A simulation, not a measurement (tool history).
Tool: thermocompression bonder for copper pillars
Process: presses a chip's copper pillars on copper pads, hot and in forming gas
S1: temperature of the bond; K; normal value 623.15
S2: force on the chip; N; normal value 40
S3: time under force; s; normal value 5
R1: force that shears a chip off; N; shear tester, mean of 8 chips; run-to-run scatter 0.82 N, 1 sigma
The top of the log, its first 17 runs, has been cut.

{"run": 18, "hour": 260.4, "S1": 623.15, "S2": 40, "S3": 5, "R1": 88.5}
{"run": 19, "hour": 277.6, "S1": 623.15, "S2": 39, "S3": 5, "R1": 90.2}
{"run": 20, "hour": 299.2, "S1": 623.15, "S2": 35, "S3": 5, "R1": 85.3}
{"run": 21, "hour": 314.6, "S1": 616.15, "S2": 26, "S3": 5, "R1": 69.1}
{"hour": 324.0, "done": "forming gas filter changed"}
{"run": 22, "hour": 331.7, "S1": 616.15, "S2": 26, "S3": 5, "R1": 70.7}
{"run": 23, "hour": 348.7, "S1": 610.15, "S2": 47, "S3": 14, "R1": 112.5}
{"run": 24, "hour": 364.2, "S1": 610.15, "S2": 47, "S3": 14, "R1": 113.1}
{"run": 25, "hour": 384.8, "S1": 629.15, "S2": 25, "S3": 13, "R1": 103.8}
{"run": 26, "hour": 407.3, "S1": 629.15, "S2": 44, "S3": 8, "R1": 112.9}
{"run": 27, "hour": 421.4, "S1": 629.15, "S2": 52, "S3": 8, "R1": 117}
{"run": 28, "hour": 438.9, "S1": 623.15, "S2": 54, "S3": 6, "R1": 107.6}
{"run": 29, "hour": 454.6, "S1": 648.15, "S2": 34, "S3": 7, "R1": 113}
{"run": 30, "hour": 469.8, "S1": 648.15, "S2": 29, "S3": 3, "R1": 82.8}
{"run": 31, "hour": 491.3, "S1": 633.15, "S2": 28, "S3": 11, "R1": 107.5}
{"run": 32, "hour": 514.4, "S1": 633.15, "S2": 34, "S3": 13, "R1": 117.6}
{"run": 33, "hour": 526.1, "S1": 653.15, "S2": 56, "S3": 5, "R1": 122.5}
{"run": 34, "hour": 546.9, "S1": 623.15, "S2": 44, "S3": 5, "R1": 94}
{"run": 35, "hour": 564.4, "S1": 623.15, "S2": 44, "S3": 5, "R1": 94.2}
{"run": 36, "hour": 582.0, "S1": 623.15, "S2": 44, "S3": 5, "R1": 93.7}
{"run": 37, "hour": 603.2, "S1": 596.15, "S2": 26, "S3": 14, "R1": 80.3}
{"run": 38, "hour": 623.6, "S1": 612.15, "S2": 52, "S3": 8, "R1": 106.1}
{"run": 39, "hour": 636.1, "S1": 612.15, "S2": 52, "S3": 8, "R1": 104.6}
{"run": 40, "hour": 648.0, "S1": 612.15, "S2": 52, "S3": 8, "R1": 105.8}

Forecast each of these 4 alternatives for the next run:
{"run": "A", "hour": 658.2, "S1": 623.15, "S2": 45, "S3": 4, "R1": "?"}
{"run": "B", "hour": 658.2, "S1": 610.15, "S2": 31, "S3": 8, "R1": "?"}
{"run": "C", "hour": 658.2, "S1": 623.15, "S2": 40, "S3": 7, "R1": "?"}
{"run": "D", "hour": 658.2, "S1": 619.15, "S2": 37, "S3": 14, "R1": "?"}

run=A R1=89.6
run=B R1=83
run=C R1=99.5
run=D R1=113.8
What these runs would have given with no unlogged condition in the tool:
run=A R1=89.5
run=B R1=83
run=C R1=99.5
run=D R1=113.7
